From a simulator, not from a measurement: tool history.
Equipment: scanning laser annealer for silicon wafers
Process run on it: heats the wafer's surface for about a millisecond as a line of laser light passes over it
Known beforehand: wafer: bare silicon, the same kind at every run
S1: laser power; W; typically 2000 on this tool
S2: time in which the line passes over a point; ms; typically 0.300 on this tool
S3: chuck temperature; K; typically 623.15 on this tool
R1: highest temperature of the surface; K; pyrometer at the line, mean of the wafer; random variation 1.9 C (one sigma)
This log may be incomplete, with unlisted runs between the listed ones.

run,day,S1,S2,S3,R1
1,0.000,2000,0.300,623.15,1422.15
2,0.592,2000,0.300,623.15,1423.15
3,1.138,2000,0.300,623.15,1421.15
4,1.492,2000,0.300,623.15,1422.15
5,1.783,2000,0.300,623.15,1419.15
6,2.338,2000,0.300,623.15,1421.15
7,2.800,2000,0.300,623.15,1422.15
8,3.121,2000,0.300,623.15,1420.15
9,3.638,2000,0.337,623.15,1470.15
10,4.121,2000,0.300,623.15,1422.15
11,4.588,1811,0.300,623.15,1343.15
12,4.888,1811,0.365,623.15,1423.15
13,5.233,1811,0.365,623.15,1421.15
14,5.592,1803,0.211,610.15,1207.15
15,6.067,1775,0.299,623.15,1327.15
16,6.392,1775,0.299,623.15,1326.15
17,7.050,1774,0.300,644.15,1346.15
18,7.729,1774,0.300,644.15,1389.15
19,8.117,1836,0.300,650.15,1421.15
20,8.483,1973,0.332,602.15,1473.15
21,9.000,1973,0.332,602.15,1474.15
22,9.571,1973,0.332,602.15,1473.15
23,10.342,2164,0.300,623.15,1525.15
24,10.850,2032,0.252,635.15,1410.15
25,11.467,1888,0.300,623.15,1411.15
26,12.096,2067,0.336,631.15,1545.15

Not shown here: 3 entries made in the log between runs. Locate each between two listed runs and compare the hidden state at the listed run before it with the hidden state at the listed run after it:
Logged between run 14 and run 15: optics aligned, line set to its width (day 5.829)
  light that passes the window, % of a clean one's: 94.51 -> 94.47; laser's true power over the reading, %: 0.17 -> 0.18; width of the line over the set one, %: 0.5 -> 0.66
  the result without the hidden state subtracted from the measured one, R1: -34.00 -> -41.00 K
Logged between run 17 and run 18: window over the wafer cleaned (day 7.433)
  light that passes the window, % of a clean one's: 94.3 -> 99.93; laser's true power over the reading, %: 0.18 -> 0.19; width of the line over the set one, %: 0.68 -> 0.69
  the result without the hidden state subtracted from the measured one, R1: -43.00 -> -1.00 K
Logged between run 22 and run 23: optics aligned, line set to its width, once more (day 9.996)
  light that passes the window, % of a clean one's: 99.62 -> 99.53; laser's true power over the reading, %: 0.2 -> 0.21; width of the line over the set one, %: 0.73 -> 0.07
  the result without the hidden state subtracted from the measured one, R1: -4.00 -> -2.00 K

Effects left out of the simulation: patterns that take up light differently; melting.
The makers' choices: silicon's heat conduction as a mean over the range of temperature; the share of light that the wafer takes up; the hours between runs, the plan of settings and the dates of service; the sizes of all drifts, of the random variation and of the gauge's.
